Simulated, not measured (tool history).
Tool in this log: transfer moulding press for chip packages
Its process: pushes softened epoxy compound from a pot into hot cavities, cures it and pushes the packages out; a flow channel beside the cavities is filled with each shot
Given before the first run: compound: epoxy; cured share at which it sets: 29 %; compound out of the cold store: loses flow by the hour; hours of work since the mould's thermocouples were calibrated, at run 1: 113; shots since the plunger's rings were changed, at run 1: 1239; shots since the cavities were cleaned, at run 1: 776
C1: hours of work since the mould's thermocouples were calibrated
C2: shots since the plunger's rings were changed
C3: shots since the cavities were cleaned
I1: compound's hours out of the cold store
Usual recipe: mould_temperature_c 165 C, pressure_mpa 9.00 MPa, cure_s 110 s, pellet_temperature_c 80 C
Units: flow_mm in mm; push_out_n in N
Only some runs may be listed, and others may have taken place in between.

run 1 hour=0.0 | mould_temperature_c=165 pressure_mpa=9.00 cure_s=110 pellet_temperature_c=80 | C1=113 C2=1239 C3=776 | I1=21.7 | flow_mm=993 push_out_n=202
run 2 hour=12.2 | mould_temperature_c=165 pressure_mpa=10.68 cure_s=110 pellet_temperature_c=80 | C1=120 C2=1359 C3=896 | I1=26.4 | flow_mm=1073 push_out_n=198
-- hour=23.3 cavities cleaned with cleaning compound and waxed
run 3 hour=29.7 | mould_temperature_c=165 pressure_mpa=10.68 cure_s=110 pellet_temperature_c=80 | C1=129 C2=1517 C3=63 | I1=8.4 | flow_mm=1178 push_out_n=198
run 4 hour=43.7 | mould_temperature_c=165 pressure_mpa=10.68 cure_s=110 pellet_temperature_c=80 | C1=137 C2=1655 C3=201 | I1=35.7 | flow_mm=1016 push_out_n=188
run 5 hour=50.8 | mould_temperature_c=165 pressure_mpa=10.68 cure_s=110 pellet_temperature_c=80 | C1=141 C2=1725 C3=271 | I1=24.5 | flow_mm=1070 push_out_n=193
run 6 hour=61.6 | mould_temperature_c=165 pressure_mpa=10.68 cure_s=110 pellet_temperature_c=80 | C1=148 C2=1831 C3=377 | I1=36.5 | flow_mm=1007 push_out_n=188
run 7 hour=70.8 | mould_temperature_c=165 pressure_mpa=10.68 cure_s=110 pellet_temperature_c=80 | C1=153 C2=1922 C3=468 | I1=25.2 | flow_mm=1068 push_out_n=194
run 8 hour=85.9 | mould_temperature_c=167 pressure_mpa=10.68 cure_s=110 pellet_temperature_c=80 | C1=162 C2=2071 C3=617 | I1=18.9 | flow_mm=1095 push_out_n=185
run 9 hour=95.4 | mould_temperature_c=167 pressure_mpa=6.90 cure_s=110 pellet_temperature_c=80 | C1=167 C2=2165 C3=711 | I1=32.6 | flow_mm=817 push_out_n=182
run 10 hour=109.4 | mould_temperature_c=160 pressure_mpa=6.90 cure_s=110 pellet_temperature_c=80 | C1=176 C2=2303 C3=849 | I1=15.7 | flow_mm=940 push_out_n=268
run 11 hour=120.1 | mould_temperature_c=166 pressure_mpa=9.00 cure_s=110 pellet_temperature_c=80 | C1=182 C2=2409 C3=955 | I1=42.6 | flow_mm=876 push_out_n=197
-- hour=124.7 cavities cleaned with cleaning compound and waxed
run 12 hour=134.1 | mould_temperature_c=166 pressure_mpa=9.00 cure_s=110 pellet_temperature_c=81 | C1=189 C2=2532 C3=92 | I1=16.4 | flow_mm=1033 push_out_n=183
run 13 hour=148.8 | mould_temperature_c=166 pressure_mpa=9.00 cure_s=110 pellet_temperature_c=81 | C1=198 C2=2677 C3=237 | I1=40.6 | flow_mm=897 push_out_n=185
-- hour=152.8 plunger's sealing rings changed
run 14 hour=162.2 | mould_temperature_c=166 pressure_mpa=9.00 cure_s=110 pellet_temperature_c=81 | C1=204 C2=93 C3=345 | I1=30.9 | flow_mm=934 push_out_n=182
run 15 hour=177.6 | mould_temperature_c=166 pressure_mpa=7.38 cure_s=110 pellet_temperature_c=81 | C1=213 C2=245 C3=497 | I1=41.0 | flow_mm=795 push_out_n=172
run 16 hour=193.7 | mould_temperature_c=166 pressure_mpa=9.88 cure_s=110 pellet_temperature_c=81 | C1=223 C2=404 C3=656 | I1=26.5 | flow_mm=1010 push_out_n=184
run 17 hour=208.4 | mould_temperature_c=166 pressure_mpa=8.92 cure_s=91 pellet_temperature_c=79 | C1=231 C2=549 C3=801 | I1=23.4 | flow_mm=981 push_out_n=243
run 18 hour=218.8 | mould_temperature_c=166 pressure_mpa=8.92 cure_s=91 pellet_temperature_c=79 | C1=237 C2=652 C3=904 | I1=29.4 | flow_mm=957 push_out_n=228
-- hour=229.1 cavities cleaned with cleaning compound and waxed
run 19 hour=236.9 | mould_temperature_c=165 pressure_mpa=9.00 cure_s=103 pellet_temperature_c=80 | C1=247 C2=815 C3=77 | I1=12.2 | flow_mm=1066 push_out_n=214
run 20 hour=250.7 | mould_temperature_c=165 pressure_mpa=9.11 cure_s=110 pellet_temperature_c=74 | C1=255 C2=951 C3=213 | I1=13.9 | flow_mm=1045 push_out_n=202
run 21 hour=257.6 | mould_temperature_c=165 pressure_mpa=9.11 cure_s=110 pellet_temperature_c=74 | C1=259 C2=1020 C3=282 | I1=27.8 | flow_mm=977 push_out_n=203
run 22 hour=274.4 | mould_temperature_c=168 pressure_mpa=9.71 cure_s=110 pellet_temperature_c=80 | C1=269 C2=1186 C3=448 | I1=28.2 | flow_mm=985 push_out_n=173
run 23 hour=283.3 | mould_temperature_c=168 pressure_mpa=9.71 cure_s=95 pellet_temperature_c=80 | C1=274 C2=1273 C3=535 | I1=24.3 | flow_mm=1003 push_out_n=201
run 24 hour=294.6 | mould_temperature_c=163 pressure_mpa=10.36 cure_s=102 pellet_temperature_c=80 | C1=281 C2=1384 C3=646 | I1=13.3 | flow_mm=1138 push_out_n=255
run 25 hour=305.5 | mould_temperature_c=163 pressure_mpa=10.36 cure_s=102 pellet_temperature_c=80 | C1=287 C2=1492 C3=754 | I1=13.0 | flow_mm=1134 push_out_n=255
run 26 hour=315.1 | mould_temperature_c=163 pressure_mpa=10.36 cure_s=102 pellet_temperature_c=80 | C1=293 C2=1587 C3=849 | I1=35.1 | flow_mm=1001 push_out_n=242
run 27 hour=325.8 | mould_temperature_c=163 pressure_mpa=10.36 cure_s=102 pellet_temperature_c=80 | C1=299 C2=1692 C3=954 | I1=35.3 | flow_mm=991 push_out_n=236
-- hour=331.5 cavities cleaned with cleaning compound and waxed
run 28 hour=341.8 | mould_temperature_c=170 pressure_mpa=9.00 cure_s=110 pellet_temperature_c=76 | C1=308 C2=1836 C3=103 | I1=11.7 | flow_mm=1027 push_out_n=174

Below are 5 alternative next runs, each starting from the tool's condition after run 28. Predict each:
run A hour=356.3 | mould_temperature_c=163 pressure_mpa=8.63 cure_s=149 pellet_temperature_c=80 | C1=316 C2=1979 C3=246 | I1=26.3 | flow_mm=? push_out_n=?
run B hour=356.3 | mould_temperature_c=170 pressure_mpa=9.00 cure_s=102 pellet_temperature_c=73 | C1=316 C2=1979 C3=246 | I1=13.6 | flow_mm=? push_out_n=?
run C hour=356.3 | mould_temperature_c=158 pressure_mpa=9.00 cure_s=126 pellet_temperature_c=80 | C1=316 C2=1979 C3=246 | I1=22.5 | flow_mm=? push_out_n=?
run D hour=356.3 | mould_temperature_c=165 pressure_mpa=9.00 cure_s=110 pellet_temperature_c=81 | C1=316 C2=1979 C3=246 | I1=30.2 | flow_mm=? push_out_n=?
run E hour=356.3 | mould_temperature_c=160 pressure_mpa=9.00 cure_s=109 pellet_temperature_c=76 | C1=316 C2=1979 C3=246 | I1=43.8 | flow_mm=? push_out_n=?

run=A flow_mm=978 push_out_n=164
run=B flow_mm=1029 push_out_n=176
run=C flow_mm=1039 push_out_n=228
run=D flow_mm=960 push_out_n=183
run=E flow_mm=906 push_out_n=257
Had the tool no hidden state, the same runs would have come out as:
run=A flow_mm=980 push_out_n=162
run=B flow_mm=1031 push_out_n=175
run=C flow_mm=1041 push_out_n=225
run=D flow_mm=962 push_out_n=182
run=E flow_mm=908 push_out_n=255
